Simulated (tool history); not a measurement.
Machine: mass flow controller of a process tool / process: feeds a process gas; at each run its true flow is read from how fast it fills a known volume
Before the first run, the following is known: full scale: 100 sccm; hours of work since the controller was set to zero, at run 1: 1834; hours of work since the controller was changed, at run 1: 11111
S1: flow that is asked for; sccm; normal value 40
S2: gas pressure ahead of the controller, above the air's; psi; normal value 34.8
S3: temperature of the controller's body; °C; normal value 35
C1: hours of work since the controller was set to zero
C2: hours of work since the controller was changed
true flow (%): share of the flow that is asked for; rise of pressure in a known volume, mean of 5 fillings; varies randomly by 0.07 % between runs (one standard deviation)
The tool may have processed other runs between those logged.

run 1 day=0 | S1=40 S2=34.8 S3=35 | C1=1834 C2=11111 | true_flow_(%)=96.24
run 2 day=12.433 | S1=40 S2=34.8 S3=35 | C1=2046 C2=11323 | true_flow_(%)=96.1
run 3 day=23.5 | S1=40 S2=34.8 S3=33 | C1=2234 C2=11511 | true_flow_(%)=96.13
run 4 day=45.879 | S1=40 S2=34.8 S3=33 | C1=2615 C2=11893 | true_flow_(%)=96.09
run 5 day=56.375 | S1=40 S2=34.8 S3=33 | C1=2794 C2=12071 | true_flow_(%)=96.14
run 6 day=68.238 | S1=40 S2=34.8 S3=33 | C1=2996 C2=12273 | true_flow_(%)=96.05
run 7 day=88.575 | S1=40 S2=34.8 S3=33 | C1=3342 C2=12620 | true_flow_(%)=96.03
run 8 day=110.396 | S1=40 S2=34.8 S3=33 | C1=3714 C2=12991 | true_flow_(%)=95.87
run 9 day=120.792 | S1=40 S2=34.8 S3=28 | C1=3891 C2=13168 | true_flow_(%)=96.03
run 10 day=142.742 | S1=40 S2=34.8 S3=28 | C1=4265 C2=13542 | true_flow_(%)=95.95
run 11 day=156.7 | S1=16 S2=34.8 S3=28 | C1=4502 C2=13780 | true_flow_(%)=94.78
run 12 day=174.129 | S1=16 S2=34.8 S3=28 | C1=4799 C2=14077 | true_flow_(%)=94.51
run 13 day=189.262 | S1=16 S2=20.5 S3=28 | C1=5057 C2=14334 | true_flow_(%)=94.16
run 14 day=213.892 | S1=16 S2=33.9 S3=25 | C1=5476 C2=14754 | true_flow_(%)=94.44
-- day=232.312 controller exchanged for a calibrated one
run 15 day=236.321 | S1=93 S2=34.4 S3=27 | C1=68 C2=68 | true_flow_(%)=99.64
run 16 day=255.879 | S1=93 S2=34.4 S3=27 | C1=401 C2=401 | true_flow_(%)=99.63
-- day=257.733 controller's zero set anew
run 17 day=270.4 | S1=93 S2=34.4 S3=27 | C1=216 C2=648 | true_flow_(%)=99.53
run 18 day=293.254 | S1=65 S2=29.4 S3=40 | C1=605 C2=1037 | true_flow_(%)=97.87
run 19 day=306.154 | S1=65 S2=26.8 S3=35 | C1=825 C2=1257 | true_flow_(%)=98.05
run 20 day=316.979 | S1=81 S2=26.8 S3=22 | C1=1009 C2=1441 | true_flow_(%)=99.22
run 21 day=339.279 | S1=81 S2=26.8 S3=22 | C1=1389 C2=1821 | true_flow_(%)=99.09
run 22 day=359.325 | S1=76 S2=28.3 S3=20 | C1=1730 C2=2163 | true_flow_(%)=99.08
run 23 day=379.45 | S1=57 S2=35.4 S3=31 | C1=2073 C2=2505 | true_flow_(%)=98.02

Below are 4 alternative next runs, each starting from the tool's condition after run 23. Predict each:
run A day=394.5 | S1=28 S2=32.2 S3=35 | C1=2329 C2=2762 | true_flow_(%)=?
run B day=394.5 | S1=32 S2=34.8 S3=35 | C1=2329 C2=2762 | true_flow_(%)=?
run C day=394.5 | S1=40 S2=34.8 S3=38 | C1=2329 C2=2762 | true_flow_(%)=?
run D day=394.5 | S1=72 S2=34.8 S3=37 | C1=2329 C2=2762 | true_flow_(%)=?

run=A true_flow_(%)=96.84
run=B true_flow_(%)=97.09
run=C true_flow_(%)=97.04
run=D true_flow_(%)=98.09
The same runs, with their run-to-run variation unchanged, on a tool lacking any hidden condition would have given:
run=A true_flow_(%)=97.92
run=B true_flow_(%)=98.12
run=C true_flow_(%)=97.99
run=D true_flow_(%)=98.9
